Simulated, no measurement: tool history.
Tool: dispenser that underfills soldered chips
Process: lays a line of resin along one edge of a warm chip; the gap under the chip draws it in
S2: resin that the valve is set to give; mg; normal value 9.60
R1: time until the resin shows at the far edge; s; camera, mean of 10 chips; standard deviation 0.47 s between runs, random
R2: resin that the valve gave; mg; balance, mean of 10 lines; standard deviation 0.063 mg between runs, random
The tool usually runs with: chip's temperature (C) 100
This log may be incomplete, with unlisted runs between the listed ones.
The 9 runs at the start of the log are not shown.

run 10 day=1.942 | chip's_temperature_(C)=100 S2=8.93 | R1=59.5 R2=8.15
-- day=2.062 new syringe of resin
run 11 day=2.167 | chip's_temperature_(C)=100 S2=8.93 | R1=39.7 R2=8.24
run 12 day=2.338 | chip's_temperature_(C)=100 S2=8.74 | R1=46.9 R2=7.98
run 13 day=2.517 | chip's_temperature_(C)=100 S2=9.60 | R1=55.9 R2=8.69
run 14 day=2.638 | chip's_temperature_(C)=100 S2=9.60 | R1=61.4 R2=8.72
-- day=2.671 new syringe of resin
run 15 day=2.829 | chip's_temperature_(C)=100 S2=9.60 | R1=43.4 R2=8.79
run 16 day=2.954 | chip's_temperature_(C)=100 S2=9.60 | R1=48.2 R2=8.60
run 17 day=3.112 | chip's_temperature_(C)=100 S2=9.60 | R1=56.9 R2=8.65
run 18 day=3.233 | chip's_temperature_(C)=100 S2=9.60 | R1=62.2 R2=8.48
-- day=3.288 new syringe of resin
run 19 day=3.488 | chip's_temperature_(C)=100 S2=9.60 | R1=43.7 R2=8.65
run 20 day=3.721 | chip's_temperature_(C)=92 S2=10.95 | R1=71.5 R2=9.72
-- day=3.904 new syringe of resin
run 21 day=3.917 | chip's_temperature_(C)=97 S2=11.27 | R1=39.9 R2=10.02
run 22 day=4.179 | chip's_temperature_(C)=109 S2=10.02 | R1=34.5 R2=8.86
run 23 day=4.383 | chip's_temperature_(C)=89 S2=10.46 | R1=86.2 R2=9.18
-- day=4.517 new syringe of resin
run 24 day=4.658 | chip's_temperature_(C)=107 S2=11.67 | R1=31.8 R2=10.03
run 25 day=4.854 | chip's_temperature_(C)=103 S2=8.55 | R1=47.0 R2=7.47
run 26 day=4.996 | chip's_temperature_(C)=109 S2=8.66 | R1=44.6 R2=7.62
-- day=5.129 new syringe of resin
run 27 day=5.158 | chip's_temperature_(C)=101 S2=12.46 | R1=34.3 R2=10.83
-- day=5.392 dispensing valve cleaned and set on the balance
run 28 day=5.429 | chip's_temperature_(C)=104 S2=11.04 | R1=38.9 R2=11.05
run 29 day=5.650 | chip's_temperature_(C)=103 S2=10.29 | R1=48.2 R2=10.17
-- day=5.792 new syringe of resin
run 30 day=5.917 | chip's_temperature_(C)=114 S2=11.55 | R1=25.0 R2=11.48
run 31 day=6.154 | chip's_temperature_(C)=102 S2=9.77 | R1=46.6 R2=9.72

Expected results for the next run?
run 32 day=6.371 | chip's_temperature_(C)=86 S2=8.54 | R1=? R2=?

Logged for run 32: R1 108.2 s, R2 8.41 mg.
Without the tool's hidden state the same run would have given R1 63.5 s, R2 8.53 mg.

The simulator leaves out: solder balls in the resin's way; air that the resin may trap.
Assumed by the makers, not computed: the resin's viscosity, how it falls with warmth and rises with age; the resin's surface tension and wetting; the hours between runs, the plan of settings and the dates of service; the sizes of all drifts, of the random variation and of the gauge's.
